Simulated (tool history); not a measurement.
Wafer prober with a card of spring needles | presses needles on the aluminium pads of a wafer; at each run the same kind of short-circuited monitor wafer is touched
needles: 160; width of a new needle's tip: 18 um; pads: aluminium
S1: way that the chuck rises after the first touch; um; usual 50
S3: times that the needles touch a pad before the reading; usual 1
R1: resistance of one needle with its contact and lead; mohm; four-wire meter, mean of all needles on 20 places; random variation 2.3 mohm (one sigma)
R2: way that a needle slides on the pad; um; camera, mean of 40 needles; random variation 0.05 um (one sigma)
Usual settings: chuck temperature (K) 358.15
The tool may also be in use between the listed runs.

Run 1, hour 0.0: usual settings. Result: R1 256 mohm, R2 12.48 um.
At hour 8.5: tips cleaned on abrasive film.
At hour 22.4: tips cleaned on abrasive film.
Run 2, hour 25.8: usual settings. Result: R1 255 mohm, R2 12.58 um.
At hour 35.9: tips cleaned on abrasive film.
At hour 51.3: tips cleaned on abrasive film.
Run 3, hour 54.5: usual settings. Result: R1 255 mohm, R2 12.56 um.
At hour 65.3: tips cleaned on abrasive film.
Run 4, hour 76.3: usual settings but S1 59 um. Result: R1 251 mohm, R2 14.84 um.
At hour 78.7: tips cleaned on abrasive film.
Run 5, hour 89.9: usual settings but S1 59 um. Result: R1 252 mohm, R2 14.77 um.
At hour 93.7: tips cleaned on abrasive film.
At hour 108.7: tips cleaned on abrasive film.
Run 6, hour 114.9: usual settings but S1 59 um. Result: R1 250 mohm, R2 14.82 um.
At hour 123.4: tips cleaned on abrasive film.
At hour 139.0: tips cleaned on abrasive film.
Run 7, hour 142.9: usual settings. Result: R1 259 mohm, R2 12.58 um.
At hour 153.1: tips cleaned on abrasive film.
Run 8, hour 164.8: usual settings but S1 62 um. Result: R1 249 mohm, R2 15.69 um.
At hour 166.5: tips cleaned on abrasive film.
At hour 180.2: tips cleaned on abrasive film.
Run 9, hour 189.9: usual settings but S1 62 um. Result: R1 252 mohm, R2 15.66 um.
At hour 194.0: tips cleaned on abrasive film.
At hour 208.6: tips cleaned on abrasive film.
Run 10, hour 215.4: usual settings but S1 62 um. Result: R1 248 mohm, R2 15.67 um.
At hour 223.6: tips cleaned on abrasive film.
At hour 237.3: tips cleaned on abrasive film.
Run 11, hour 237.3: usual settings but S1 62 um. Result: R1 246 mohm, R2 15.71 um.
At hour 251.6: tips cleaned on abrasive film.
Run 12, hour 254.6: usual settings but S1 62 um. Result: R1 248 mohm, R2 15.64 um.
At hour 265.7: tips cleaned on abrasive film.
At hour 280.2: tips cleaned on abrasive film.
Run 13, hour 280.2: usual settings but S1 62 um. Result: R1 248 mohm, R2 15.63 um.
At hour 294.3: tips cleaned on abrasive film.
At hour 307.7: tips cleaned on abrasive film.
Run 14, hour 307.7: usual settings but chuck temperature (K) 318.15. Result: R1 246 mohm, R2 12.73 um.
At hour 321.7: tips cleaned on abrasive film.
Run 15, hour 324.6: usual settings. Result: R1 256 mohm, R2 12.73 um.
At hour 335.2: tips cleaned on abrasive film.
Run 16, hour 345.3: usual settings but S3 2. Result: R1 257 mohm, R2 12.61 um.
At hour 348.9: tips cleaned on abrasive film.
At hour 362.5: tips cleaned on abrasive film.
Run 17, hour 362.5: usual settings but S3 2. Result: R1 252 mohm, R2 12.59 um.
At hour 376.1: tips cleaned on abrasive film.
Run 18, hour 381.6: usual settings but chuck temperature (K) 305.15, S3 2. Result: R1 234 mohm, R2 12.82 um.
At hour 389.4: tips cleaned on abrasive film.
At hour 404.1: tips cleaned on abrasive film.
Run 19, hour 409.9: usual settings but chuck temperature (K) 305.15, S3 2. Result: R1 240 mohm, R2 12.72 um.
At hour 418.9: tips cleaned on abrasive film.
At hour 432.3: tips cleaned on abrasive film.
Run 20, hour 432.4: usual settings but S1 66 um, chuck temperature (K) 302.15. Result: R1 230 mohm, R2 16.82 um.
At hour 446.3: tips cleaned on abrasive film.
Run 21, hour 452.0: usual settings but S1 47 um, chuck temperature (K) 308.15, S3 3. Result: R1 241 mohm, R2 11.98 um.
At hour 461.4: tips cleaned on abrasive film.
Run 22, hour 473.7: usual settings but S1 47 um, chuck temperature (K) 308.15, S3 3. Result: R1 242 mohm, R2 12.01 um.
At hour 475.1: tips cleaned on abrasive film.
At hour 481.4: height of the first contact set anew.
At hour 490.5: tips cleaned on abrasive film.
Run 23, hour 500.5: usual settings. Result: R1 257 mohm, R2 12.78 um.
At hour 504.7: tips cleaned on abrasive film.
Run 24, hour 513.6: usual settings but chuck temperature (K) 298.15, S3 2. Result: R1 238 mohm, R2 12.76 um.
At hour 519.0: tips cleaned on abrasive film.
At hour 530.7: gauge calibrated.
At hour 533.4: tips cleaned on abrasive film.
Run 25, hour 535.7: usual settings but chuck temperature (K) 357.15, S3 2. Result: R1 256 mohm, R2 12.51 um.

Run 26 comes next. What will it give?
At hour 548.8: tips cleaned on abrasive film.
Run 26, hour 554.9: usual settings but chuck temperature (K) 327.15, S3 2. Result: R1 ?, R2 ?.

{"run 26": {"R1": 250, "R2": 12.56}}
Without the tool's hidden state the same run would have given R1 250 mohm, R2 12.54 um.

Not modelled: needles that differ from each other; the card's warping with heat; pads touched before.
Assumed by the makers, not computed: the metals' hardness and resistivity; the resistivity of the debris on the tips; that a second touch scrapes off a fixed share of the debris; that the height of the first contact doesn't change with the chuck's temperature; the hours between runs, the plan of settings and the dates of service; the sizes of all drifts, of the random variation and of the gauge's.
